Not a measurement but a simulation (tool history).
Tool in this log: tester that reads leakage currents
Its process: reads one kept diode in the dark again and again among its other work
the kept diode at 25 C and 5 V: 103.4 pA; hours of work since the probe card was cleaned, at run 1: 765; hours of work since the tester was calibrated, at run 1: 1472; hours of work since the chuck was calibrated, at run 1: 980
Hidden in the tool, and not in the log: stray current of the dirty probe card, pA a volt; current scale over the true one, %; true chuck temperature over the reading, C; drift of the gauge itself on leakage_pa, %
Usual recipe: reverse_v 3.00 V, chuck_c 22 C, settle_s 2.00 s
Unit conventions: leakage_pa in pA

run,day,reverse_v,chuck_c,settle_s,hours of work since the probe card was cleaned,hours of work since the tester was calibrated,hours of work since the chuck was calibrated,leakage_pa
1,0.000,3.00,22,2.00,765,1472,980,58.23
2,2.804,3.00,22,2.00,807,1515,1023,58.32
3,5.688,3.00,40,2.00,851,1559,1067,281.77
4,7.517,3.00,40,2.00,879,1587,1095,282.51
5,9.954,3.00,40,2.00,916,1624,1132,283.60
6,12.025,3.00,22,2.00,948,1655,1164,58.23
7,13.938,3.00,22,2.00,977,1685,1193,58.41
8,16.571,3.00,22,2.00,1018,1725,1233,58.37
9,19.346,3.00,22,2.00,1060,1767,1276,58.20
10,21.083,3.00,22,2.00,1086,1794,1302,57.94
11,23.362,3.00,22,6.76,1121,1829,1337,57.71
12,25.117,3.00,22,1.42,1148,1855,1364,58.49
13,27.917,3.00,22,2.00,1191,1898,1407,58.33
14,30.746,3.00,22,2.00,1234,1941,1450,57.96
15,32.229,3.00,22,2.00,1257,1964,1473,58.46
16,34.388,3.00,22,2.00,1290,1997,1505,58.25
17,37.092,3.00,40,2.00,1331,2038,1547,282.33
18,39.429,3.00,22,2.00,1366,2074,1582,58.54
19,41.338,3.00,22,2.00,1396,2103,1612,58.19
20,42.800,3.00,22,2.00,1418,2125,1634,58.05
21,44.804,3.00,22,2.00,1449,2156,1665,58.14
22,46.412,12.81,48,1.01,1473,2180,1689,1288.46
23,47.612,8.49,22,5.22,1491,2199,1707,108.21
24,49.288,15.55,52,4.90,1517,2224,1733,1978.11
25,51.596,8.76,58,0.41,1552,2260,1768,2206.21
26,53.000,8.76,58,0.41,1574,2281,1790,2223.38
27,55.771,8.76,58,0.41,1616,2323,1832,2213.29
28,57.446,8.76,58,1.03,1642,2349,1858,2206.94
29,60.138,6.44,27,2.99,1683,2390,1899,145.00
30,61.562,8.12,46,2.00,1704,2412,1920,836.83
31,64.200,8.12,46,2.00,1745,2452,1961,836.23

The next listed run, before its measurement:
32,67.096,1.50,25,5.77,1789,2496,2005,?

Run 32 produced leakage_pa 50.73 pA.
If the tool had no hidden condition, the same run with the same run-to-run variation would have returned leakage_pa 50.73 pA.

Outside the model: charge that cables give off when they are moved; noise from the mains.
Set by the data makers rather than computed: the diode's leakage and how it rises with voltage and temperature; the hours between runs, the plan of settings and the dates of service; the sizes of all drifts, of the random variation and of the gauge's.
